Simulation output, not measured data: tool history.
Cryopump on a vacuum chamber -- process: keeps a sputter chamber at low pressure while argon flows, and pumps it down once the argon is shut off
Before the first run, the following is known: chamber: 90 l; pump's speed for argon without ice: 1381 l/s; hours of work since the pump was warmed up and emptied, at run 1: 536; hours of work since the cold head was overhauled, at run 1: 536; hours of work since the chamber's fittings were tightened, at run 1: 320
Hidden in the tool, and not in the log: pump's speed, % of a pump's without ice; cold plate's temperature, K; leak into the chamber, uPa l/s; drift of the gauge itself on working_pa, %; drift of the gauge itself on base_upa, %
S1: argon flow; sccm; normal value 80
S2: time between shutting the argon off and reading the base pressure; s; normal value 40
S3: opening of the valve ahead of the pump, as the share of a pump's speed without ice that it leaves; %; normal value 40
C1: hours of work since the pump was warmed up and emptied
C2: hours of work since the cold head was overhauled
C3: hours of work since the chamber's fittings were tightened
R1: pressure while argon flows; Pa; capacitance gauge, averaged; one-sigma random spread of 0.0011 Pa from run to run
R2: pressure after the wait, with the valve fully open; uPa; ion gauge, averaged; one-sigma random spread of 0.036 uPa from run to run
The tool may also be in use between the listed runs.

{"run": 1, "hour": 0.0, "S1": 80, "S2": 40, "S3": 40, "C1": 536, "C2": 536, "C3": 320, "R1": 0.274, "R2": 2.36}
{"run": 2, "hour": 13.8, "S1": 80, "S2": 40, "S3": 40, "C1": 548, "C2": 548, "C3": 332, "R1": 0.2744, "R2": 2.44}
{"run": 3, "hour": 30.5, "S1": 80, "S2": 40, "S3": 21, "C1": 563, "C2": 563, "C3": 347, "R1": 0.4967, "R2": 2.42}
{"run": 4, "hour": 58.5, "S1": 80, "S2": 40, "S3": 57, "C1": 589, "C2": 589, "C3": 372, "R1": 0.2041, "R2": 2.51}
{"run": 5, "hour": 88.2, "S1": 80, "S2": 40, "S3": 57, "C1": 615, "C2": 615, "C3": 399, "R1": 0.2056, "R2": 2.5}
{"run": 6, "hour": 101.3, "S1": 80, "S2": 40, "S3": 42, "C1": 627, "C2": 627, "C3": 411, "R1": 0.2687, "R2": 2.58}
{"run": 7, "hour": 128.8, "S1": 80, "S2": 40, "S3": 42, "C1": 652, "C2": 652, "C3": 435, "R1": 0.2683, "R2": 2.55}
{"run": 8, "hour": 142.8, "S1": 80, "S2": 40, "S3": 42, "C1": 664, "C2": 664, "C3": 448, "R1": 0.2711, "R2": 2.55}
{"run": 9, "hour": 163.2, "S1": 80, "S2": 40, "S3": 42, "C1": 683, "C2": 683, "C3": 466, "R1": 0.2741, "R2": 2.61}
{"run": 10, "hour": 191.8, "S1": 80, "S2": 40, "S3": 33, "C1": 708, "C2": 708, "C3": 492, "R1": 0.34, "R2": 2.7}
{"run": 11, "hour": 208.7, "S1": 80, "S2": 40, "S3": 33, "C1": 724, "C2": 724, "C3": 507, "R1": 0.3401, "R2": 2.65}
{"run": 12, "hour": 238.7, "S1": 80, "S2": 40, "S3": 33, "C1": 751, "C2": 751, "C3": 534, "R1": 0.3445, "R2": 2.78}
{"run": 13, "hour": 266.1, "S1": 80, "S2": 40, "S3": 34, "C1": 775, "C2": 775, "C3": 559, "R1": 0.334, "R2": 2.77}
{"run": 14, "hour": 295.5, "S1": 39, "S2": 106, "S3": 23, "C1": 802, "C2": 802, "C3": 585, "R1": 0.2322, "R2": 1.75}
{"hour": 312.3, "done": "pump warmed up, emptied and cooled again"}
{"run": 15, "hour": 319.4, "S1": 68, "S2": 294, "S3": 35, "C1": 6, "C2": 819, "C3": 602, "R1": 0.2398, "R2": 1.0}

Run 16 has not been measured yet. What should we expect?
{"run": 16, "hour": 334.4, "S1": 136, "S2": 40, "S3": 17, "C1": 20, "C2": 832, "C3": 616, "R1": "?", "R2": "?"}

R1: 0.9894 Pa
R2: 2.55 uPa
Take away the tool's hidden state, keep the run-to-run variation as it was, and the same run would have given R1 0.9843 Pa, R2 2.02 uPa.
